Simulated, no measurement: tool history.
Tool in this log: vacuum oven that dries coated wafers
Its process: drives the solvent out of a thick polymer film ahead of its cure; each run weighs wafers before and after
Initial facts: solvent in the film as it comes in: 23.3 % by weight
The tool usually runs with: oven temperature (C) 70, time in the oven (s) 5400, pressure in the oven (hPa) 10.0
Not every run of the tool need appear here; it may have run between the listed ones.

| run | day | oven temperature (C) | time in the oven (s) | pressure in the oven (hPa) | solvent left in the film (%) |
|---|---|---|---|---|---|
| 1 | 0.000 | 70 | 5400 | 10.0 | 3.89 |
| 2 | 0.508 | 70 | 5400 | 28.8 | 4.55 |
| 3 | 0.817 | 70 | 5400 | 10.0 | 3.83 |
| 4 | 1.458 | 70 | 5400 | 10.0 | 3.92 |
| 5 | 2.096 | 70 | 5400 | 10.0 | 3.86 |
| 6 | 2.675 | 70 | 5400 | 22.0 | 4.32 |
| 7 | 3.117 | 70 | 5400 | 22.3 | 4.37 |
| 8 | 3.504 | 70 | 5400 | 22.3 | 4.33 |
| 9 | 4.075 | 70 | 5400 | 22.3 | 4.39 |
| 10 | 4.350 | 79 | 5400 | 22.3 | 1.60 |
| 11 | 4.950 | 70 | 4320 | 10.0 | 5.26 |
| 12 | 5.329 | 70 | 4320 | 10.0 | 5.23 |
| 13 | 5.904 | 70 | 5400 | 10.0 | 3.93 |
| 14 | 6.462 | 70 | 5400 | 10.0 | 3.93 |
| 15 | 7.138 | 70 | 5400 | 10.0 | 3.92 |
| 16 | 7.667 | 70 | 5400 | 10.0 | 3.93 |
| 17 | 7.983 | 70 | 5400 | 10.0 | 3.94 |
| 18 | 8.375 | 66 | 5400 | 10.0 | 5.56 |
| 19 | 9.046 | 66 | 5400 | 10.0 | 5.58 |
| 20 | 9.321 | 60 | 5400 | 10.0 | 8.41 |
| 21 | 9.825 | 60 | 5400 | 10.0 | 8.44 |
| 22 | 10.179 | 60 | 5400 | 10.0 | 8.54 |
| 23 | 10.608 | 60 | 5400 | 10.0 | 8.41 |
| 24 | 11.008 | 76 | 2880 | 35.1 | 6.03 |
| 25 | 11.600 | 76 | 2880 | 35.1 | 6.07 |
| 26 | 12.175 | 67 | 2940 | 31.2 | 9.80 |
| 27 | 12.679 | 67 | 2940 | 31.2 | 9.84 |
| 28 | 13.296 | 67 | 2940 | 31.2 | 9.88 |
| 29 | 13.758 | 57 | 5400 | 22.5 | 10.53 |
| 30 | 14.029 | 57 | 5400 | 22.5 | 10.43 |
| 31 | 14.467 | 57 | 5400 | 22.5 | 10.44 |
| 32 | 14.992 | 57 | 5400 | 22.5 | 10.40 |
| 33 | 15.533 | 77 | 5400 | 10.0 | 1.77 |
| 34 | 15.817 | 70 | 6240 | 6.3 | 3.07 |
| 35 | 16.396 | 70 | 6240 | 6.3 | 3.05 |
| 36 | 16.933 | 67 | 5400 | 12.8 | 5.35 |
| 37 | 17.375 | 71 | 5400 | 6.7 | 3.51 |
| 38 | 18.025 | 71 | 5400 | 6.7 | 3.44 |
| 39 | 18.433 | 74 | 5400 | 27.1 | 3.18 |
| 40 | 18.896 | 70 | 5400 | 24.9 | 4.58 |
| 41 | 19.200 | 70 | 5400 | 24.9 | 4.56 |
|  | 19.650 | vacuum gauge cleaned of residue and calibrated |
| 42 | 19.804 | 70 | 5460 | 12.8 | 3.92 |
| 43 | 20.388 | 70 | 5460 | 12.8 | 3.92 |

Forecast each of these 3 alternatives for the next run:
| A | 21.038 | 62 | 5460 | 5.6 | ? |
| B | 21.038 | 77 | 6720 | 29.4 | ? |
| C | 21.038 | 80 | 4620 | 9.6 | ? |

| run | solvent left in the film (%) |
|---|---|
| A | 7.19 |
| B | 1.66 |
| C | 1.54 |
Without the tool's hidden state the same runs would have given:
| run | solvent left in the film (%) |
|---|---|
| A | 7.13 |
| B | 1.64 |
| C | 1.51 |
